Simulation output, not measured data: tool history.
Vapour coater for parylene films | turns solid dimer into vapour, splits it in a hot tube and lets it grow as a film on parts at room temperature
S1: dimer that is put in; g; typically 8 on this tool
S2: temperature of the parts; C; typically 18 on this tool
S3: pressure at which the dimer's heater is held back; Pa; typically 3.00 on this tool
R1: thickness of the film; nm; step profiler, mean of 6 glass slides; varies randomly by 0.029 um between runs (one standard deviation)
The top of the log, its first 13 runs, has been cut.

Run 14, hour 254.2: usual settings but S3 2.27 Pa. Result: R1 5020 nm.
Run 15, hour 269.7: usual settings but S3 2.26 Pa. Result: R1 4960 nm.
Run 16, hour 288.2: usual settings but S3 8.80 Pa. Result: R1 3760 nm.
At hour 307.0: trap's valve overhauled.
Run 17, hour 312.3: usual settings. Result: R1 5040 nm.
Run 18, hour 332.9: usual settings. Result: R1 5080 nm.
Run 19, hour 354.8: usual settings but S2 21 C. Result: R1 4450 nm.
Run 20, hour 379.8: usual settings but S1 6 g, S2 28 C, S3 2.11 Pa. Result: R1 2670 nm.
Run 21, hour 393.7: usual settings but S1 6 g, S2 28 C, S3 2.11 Pa. Result: R1 2660 nm.
Run 22, hour 416.8: usual settings but S1 6 g, S2 28 C, S3 2.11 Pa. Result: R1 2680 nm.
Run 23, hour 441.1: usual settings but S2 14 C. Result: R1 5960 nm.
Run 24, hour 452.5: usual settings but S1 4 g, S3 11.86 Pa. Result: R1 1900 nm.
Run 25, hour 473.9: usual settings but S1 5 g, S2 29 C, S3 5.04 Pa. Result: R1 1790 nm.
Run 26, hour 497.4: usual settings but S1 5 g, S2 29 C, S3 5.04 Pa. Result: R1 1810 nm.
Run 27, hour 509.3: usual settings but S2 12 C, S3 3.66 Pa. Result: R1 6220 nm.
Run 28, hour 529.8: usual settings but S1 4 g, S3 4.62 Pa. Result: R1 2320 nm.
Run 29, hour 549.3: usual settings but S2 16 C, S3 9.12 Pa. Result: R1 4330 nm.
Run 30, hour 570.8: usual settings but S1 3 g, S2 28 C, S3 2.77 Pa. Result: R1 1250 nm.
Run 31, hour 594.8: usual settings but S1 9 g, S3 6.67 Pa. Result: R1 4780 nm.
At hour 603.6: table's thermometer calibrated.
Run 32, hour 606.9: usual settings but S1 9 g, S2 22 C, S3 7.10 Pa. Result: R1 3730 nm.
Run 33, hour 633.0: usual settings but S1 3 g, S2 15 C, S3 9.56 Pa. Result: R1 1590 nm.
Run 34, hour 653.2: usual settings but S1 14 g, S3 3.19 Pa. Result: R1 8040 nm.
Run 35, hour 664.0: usual settings but S1 14 g, S3 3.19 Pa. Result: R1 8000 nm.
Run 36, hour 683.1: usual settings but S1 14 g, S3 3.19 Pa. Result: R1 8110 nm.
Run 37, hour 706.6: usual settings but S1 14 g, S3 3.19 Pa. Result: R1 8050 nm.

3 options for the next run, each taken on its own from the tool as it stands now. Forecast them:
Run A, hour 727.1: usual settings but S1 3 g, S2 17 C. Result: R1 ?.
Run B, hour 727.1: usual settings but S2 14 C. Result: R1 ?.
Run C, hour 727.1: usual settings but S1 4 g, S2 13 C, S3 7.18 Pa. Result: R1 ?.

run    R1
  A  1810
  B  5570
  C  2420
Take away the tool's hidden state, keep each run's random variation, and the runs would have read:
run    R1
  A  1890
  B  5790
  C  2520

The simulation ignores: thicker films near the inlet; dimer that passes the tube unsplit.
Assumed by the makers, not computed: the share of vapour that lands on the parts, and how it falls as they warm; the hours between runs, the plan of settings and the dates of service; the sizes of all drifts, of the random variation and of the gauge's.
